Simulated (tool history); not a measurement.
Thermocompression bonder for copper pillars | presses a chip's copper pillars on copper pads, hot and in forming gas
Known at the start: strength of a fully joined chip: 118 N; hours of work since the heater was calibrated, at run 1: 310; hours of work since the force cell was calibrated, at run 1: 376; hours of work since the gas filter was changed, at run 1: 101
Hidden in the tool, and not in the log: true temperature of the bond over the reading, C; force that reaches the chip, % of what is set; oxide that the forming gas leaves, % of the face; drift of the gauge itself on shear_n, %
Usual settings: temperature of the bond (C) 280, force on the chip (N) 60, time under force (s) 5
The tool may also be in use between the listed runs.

run,hour,temperature of the bond (C),force on the chip (N),time under force (s),hours of work since the heater was calibrated,hours of work since the force cell was calibrated,hours of work since the gas filter was changed,force that shears a chip off (N)
1,0.0,280,60,5,310,376,101,46.8
2,20.5,280,60,5,321,387,112,47.0
3,41.7,280,60,5,332,398,124,46.9
4,55.5,280,60,5,340,406,131,47.1
# hour 68.1: forming gas filter changed
5,73.8,280,60,5,349,415,3,48.7
6,82.8,286,60,5,354,420,8,51.1
7,97.2,286,60,5,362,428,16,51.5
8,111.9,286,60,5,370,435,23,51.2
9,128.4,280,56,5,378,444,32,45.4
10,144.6,280,56,5,387,453,41,44.2
11,164.2,280,39,5,398,463,51,31.6
12,175.4,280,39,5,404,469,57,31.5
13,189.4,280,39,5,411,477,65,31.3
14,210.5,280,39,5,422,488,76,31.5
15,228.2,280,39,5,432,498,86,30.7
16,242.9,280,39,5,440,505,94,31.2
17,261.6,280,88,5,450,516,104,65.6
18,274.5,280,71,5,457,522,110,54.5
19,290.9,280,71,5,465,531,119,54.3
20,306.6,280,60,7,474,540,128,53.0
21,319.9,287,40,7,481,547,135,39.5
# hour 322.8: force cell calibrated
# hour 326.9: forming gas filter changed
22,340.0,287,40,7,491,9,7,42.1

The next listed run, before its measurement:
23,354.8,287,40,7,498,17,15,?

{"run 23": {"force that shears a chip off (N)": 41.8}}
Without the tool's hidden state the same run would have given force that shears a chip off (N) 40.8.

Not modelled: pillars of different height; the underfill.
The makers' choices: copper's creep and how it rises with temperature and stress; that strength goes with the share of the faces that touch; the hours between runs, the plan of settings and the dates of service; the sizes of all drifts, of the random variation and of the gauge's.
